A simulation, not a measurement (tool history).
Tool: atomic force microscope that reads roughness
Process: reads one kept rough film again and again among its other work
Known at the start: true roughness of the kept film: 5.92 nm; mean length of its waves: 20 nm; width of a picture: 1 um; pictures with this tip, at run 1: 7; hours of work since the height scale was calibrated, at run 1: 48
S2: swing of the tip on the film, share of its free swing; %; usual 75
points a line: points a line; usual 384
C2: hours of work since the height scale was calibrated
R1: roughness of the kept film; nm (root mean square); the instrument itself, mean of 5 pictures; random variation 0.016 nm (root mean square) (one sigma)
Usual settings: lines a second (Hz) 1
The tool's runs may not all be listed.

{"run": 1, "day": 0.0, "lines a second (Hz)": 1, "S2": 75, "points a line": 384, "pictures with this tip": 7, "C2": 48, "R1": 3.767}
{"run": 2, "day": 0.475, "lines a second (Hz)": 1, "S2": 86, "points a line": 384, "pictures with this tip": 29, "C2": 54, "R1": 3.243}
{"run": 3, "day": 0.862, "lines a second (Hz)": 1, "S2": 55, "points a line": 384, "pictures with this tip": 46, "C2": 59, "R1": 3.273}
{"run": 4, "day": 1.175, "lines a second (Hz)": 1.08, "S2": 55, "points a line": 384, "pictures with this tip": 60, "C2": 63, "R1": 3.093}
{"run": 5, "day": 1.596, "lines a second (Hz)": 0.62, "S2": 75, "points a line": 384, "pictures with this tip": 79, "C2": 69, "R1": 2.848}
{"run": 6, "day": 2.079, "lines a second (Hz)": 0.62, "S2": 75, "points a line": 384, "pictures with this tip": 101, "C2": 75, "R1": 2.638}
{"run": 7, "day": 2.683, "lines a second (Hz)": 0.86, "S2": 75, "points a line": 384, "pictures with this tip": 129, "C2": 83, "R1": 2.357}
{"run": 8, "day": 3.242, "lines a second (Hz)": 0.86, "S2": 75, "points a line": 384, "pictures with this tip": 154, "C2": 91, "R1": 2.181}
{"run": 9, "day": 3.562, "lines a second (Hz)": 3.53, "S2": 75, "points a line": 378, "pictures with this tip": 169, "C2": 95, "R1": 1.833}
{"day": 3.758, "done": "new tip fitted"}
{"run": 10, "day": 4.262, "lines a second (Hz)": 3.53, "S2": 75, "points a line": 378, "pictures with this tip": 23, "C2": 104, "R1": 3.017}
{"run": 11, "day": 4.658, "lines a second (Hz)": 3.53, "S2": 75, "points a line": 378, "pictures with this tip": 41, "C2": 109, "R1": 2.766}
{"run": 12, "day": 5.217, "lines a second (Hz)": 3.53, "S2": 75, "points a line": 378, "pictures with this tip": 66, "C2": 117, "R1": 2.508}
{"run": 13, "day": 5.771, "lines a second (Hz)": 1.16, "S2": 66, "points a line": 289, "pictures with this tip": 91, "C2": 124, "R1": 2.596}
{"run": 14, "day": 6.462, "lines a second (Hz)": 1.16, "S2": 55, "points a line": 536, "pictures with this tip": 123, "C2": 133, "R1": 2.415}
{"run": 15, "day": 6.767, "lines a second (Hz)": 1.16, "S2": 59, "points a line": 724, "pictures with this tip": 136, "C2": 138, "R1": 2.327}
{"run": 16, "day": 7.183, "lines a second (Hz)": 1.16, "S2": 74, "points a line": 724, "pictures with this tip": 155, "C2": 143, "R1": 2.14}

Measured less the same run without the tool's hidden state. The same run-to-run variation is in both; the gauge's scatter may not be:
The hidden state here: radius of the tip, nm; height scale over the true one, %; drift of the gauge itself on roughness_nm, %.
run=1 R1=-0.161
run=2 R1=-0.51
run=3 R1=-0.79
run=4 R1=-0.966
run=5 R1=-1.146
run=6 R1=-1.368
run=7 R1=-1.593
run=8 R1=-1.77
run=9 R1=-1.638
run=10 R1=-0.427
run=11 R1=-0.673
run=12 R1=-0.95
run=13 R1=-1.35
run=14 R1=-1.667
run=15 R1=-1.762
run=16 R1=-1.822
